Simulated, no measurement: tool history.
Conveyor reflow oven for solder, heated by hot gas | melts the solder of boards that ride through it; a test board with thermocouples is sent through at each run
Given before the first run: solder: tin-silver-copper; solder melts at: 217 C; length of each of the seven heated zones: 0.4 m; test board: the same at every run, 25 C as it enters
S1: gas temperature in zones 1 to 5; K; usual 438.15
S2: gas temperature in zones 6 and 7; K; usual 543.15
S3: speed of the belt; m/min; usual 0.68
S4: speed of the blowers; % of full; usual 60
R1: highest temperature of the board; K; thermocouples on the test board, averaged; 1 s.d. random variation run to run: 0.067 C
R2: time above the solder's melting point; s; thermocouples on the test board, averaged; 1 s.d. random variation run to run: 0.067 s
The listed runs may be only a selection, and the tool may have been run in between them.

run   hour      S1      S2     S3  S4      R1     R2
  1      0  438.15  543.15   0.68  60  517.85  42.42
  2    7.4  438.15  549.15   0.68  60  522.51  46.24
  3   12.6  438.15  549.15   0.68  60  522.69  46.27
  4   20.2  438.15  549.15   0.68  60  522.42  46.32
  5   27.6  438.15  549.15   0.68  60  522.41   46.3
  6   33.2  438.15  535.15   0.68  60  511.26   36.2
        39  -- flux residue cleaned out of gas plates and filters
  7   44.6  438.15  535.15   0.68  60  510.86  35.87
  8   50.5  438.15  535.15   0.68  60  510.93  35.86
  9   58.3  438.15  535.15   0.68  60  510.83  35.78
 10   65.6  438.15  535.15   0.68  75  513.91   39.7
      73.8  -- flux residue cleaned out of gas plates and filters, once more
 11   74.7  438.15  535.15   0.68  75  515.45  41.55
 12     81  450.15  544.15  0.744  54  517.12  40.84
 13   90.1  450.15  544.15  0.744  58  518.14  42.06
 14   96.9  438.15  556.15   0.68  70  531.82   53.1
 15  104.4  438.15  540.15  0.708  70  516.88   40.4
 16    112  438.15  540.15  0.708  70  516.95  40.49
 17  115.8  443.15  543.15   0.62  60  523.23  54.24
 18  119.9  424.15  537.15   0.68  55  509.15   30.4
 19  123.8  424.15  537.15   0.68  55  509.02  30.31
 20  132.7  442.15  537.15  0.713  55  511.39  35.34
 21  136.9  438.15  543.15   0.68  55  517.24  41.98
 22  142.2  431.15  542.15  0.776  61  510.54  28.38

Consider 4 possible next runs. They are alternatives, not a sequence: every one starts from the tool as it was left by run 22. What does each give?
  A  149.7  435.15  543.15  0.727  77   ?   ?
  B  149.7  431.15  550.15   0.68  60   ?   ?
  C  149.7  438.15  541.15   0.68  64   ?   ?
  D  149.7  428.15  542.15  0.606  89   ?   ?

run      R1     R2
  A  518.95  40.25
  B  522.65  44.56
  C  517.88  42.99
  D  525.59  54.19
What these runs would have given with no unlogged condition in the tool:
run      R1     R2
  A  519.56   40.6
  B  523.22  44.82
  C  518.42  43.31
  D  526.17  54.44
